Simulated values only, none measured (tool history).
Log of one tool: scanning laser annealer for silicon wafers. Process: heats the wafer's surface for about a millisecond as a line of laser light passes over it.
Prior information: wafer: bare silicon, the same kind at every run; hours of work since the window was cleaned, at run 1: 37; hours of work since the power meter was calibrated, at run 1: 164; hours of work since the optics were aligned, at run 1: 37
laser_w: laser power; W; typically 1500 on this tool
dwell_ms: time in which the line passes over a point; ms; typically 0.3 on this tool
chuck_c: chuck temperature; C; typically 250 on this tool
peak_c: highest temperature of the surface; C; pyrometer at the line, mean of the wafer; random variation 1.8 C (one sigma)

run   hour  laser_w  dwell_ms  chuck_c  hours of work since the window was cleaned  hours of work since the power meter was calibrated  hours of work since the optics were aligned  peak_c
  1      0     1500       0.3      250                                          37                                                 164                                           37    1041
  2    5.8     1500       0.3      250                                          39                                                 166                                           39    1045
  3   11.8     1500       0.3      250                                          42                                                 169                                           42    1044
  4   20.4     1500       0.3      250                                          46                                                 173                                           46    1040
  5   27.6     1500       0.3      250                                          49                                                 176                                           49    1042
  6   33.3     1500     0.347      250                                          51                                                 178                                           51    1113
  7     40     1500     0.347      250                                          54                                                 181                                           54    1114
  8   44.6     1500       0.3      233                                          56                                                 183                                           56    1025
  9   49.1     1500       0.3      233                                          58                                                 185                                           58    1026
 10     58     1395       0.3      250                                          62                                                 189                                           62     976
 11   66.7     1395       0.3      250                                          66                                                 193                                           66     981
 12   72.1     1395       0.3      250                                          68                                                 195                                           68     974
 13   80.9     1395       0.3      250                                          72                                                 199                                           72     977
 14   86.8     1395       0.3      269                                          74                                                 202                                           74     994
 15   95.3     1500       0.3      271                                          78                                                 205                                           78    1063
 16  100.2     1500       0.3      271                                          80                                                 207                                           80    1062
 17  107.6     1500     0.316      250                                          84                                                 211                                           84    1063
 18  114.4     1500     0.316      250                                          87                                                 214                                           87    1064
     117.2  -- window over the wafer cleaned
 19  126.2     1500       0.3      250                                           4                                                 218                                           91    1036
 20  132.5     1500       0.3      250                                           7                                                 221                                           93    1034
       141  -- window over the wafer cleaned, once more
 21  141.1     1280     0.278      240                                           0                                                 223                                           96     873
 22  148.9     1280     0.278      240                                           3                                                 227                                          100     872
 23  155.8     1311     0.329      226                                           6                                                 230                                          103     941
 24  164.4     1500     0.223      289                                          10                                                 234                                          106     961
 25  173.1     1500     0.223      219                                          14                                                 237                                          110     885
 26  179.7     1397     0.223      282                                          17                                                 240                                          113     891
 27  189.4     1397     0.223      282                                          21                                                 244                                          117     895
 28  193.8     1397     0.223      282                                          23                                                 246                                          119     896
 29  198.2     1397     0.223      282                                          25                                                 248                                          121     897
 30  204.9     1500     0.292      225                                          28                                                 251                                          124    1006
 31  209.6     1500     0.292      225                                          30                                                 253                                          126    1004
 32    220     1341     0.292      283                                          34                                                 258                                          131     967
 33  229.1     1288     0.302      271                                          38                                                 262                                          135     936
 34  237.4     1525       0.3      249                                          42                                                 265                                          138    1052
 35  242.5     1589     0.213      256                                          44                                                 267                                          140     945
 36    250     1589     0.213      256                                          47                                                 271                                          144     949
 37    255     1578     0.213      250                                          49                                                 273                                          146     931
 38  263.4     1605     0.379      250                                          53                                                 277                                          149    1228
 39  272.5     1605     0.379      250                                          57                                                 281                                          153    1232
 40  277.7     1331       0.3      250                                          59                                                 283                                          156     936

Hidden state at the last listed run before each entry between runs and at the first one after, where it differs:
Between runs 18 and 19: window over the wafer cleaned (hour 117.2)
  light that passes the window, % of a clean one's: 99.12 -> 98.69; width of the line over the set one, %: 0.51 -> 0.53
  measured value less the no-hidden-state value, peak_c: -10 -> -14 C
Between runs 20 and 21: window over the wafer cleaned, once more (hour 141)
  light that passes the window, % of a clean one's: 98.66 -> 99.8; width of the line over the set one, %: 0.54 -> 0.55
  measured value less the no-hidden-state value, peak_c: -14 -> -4 C

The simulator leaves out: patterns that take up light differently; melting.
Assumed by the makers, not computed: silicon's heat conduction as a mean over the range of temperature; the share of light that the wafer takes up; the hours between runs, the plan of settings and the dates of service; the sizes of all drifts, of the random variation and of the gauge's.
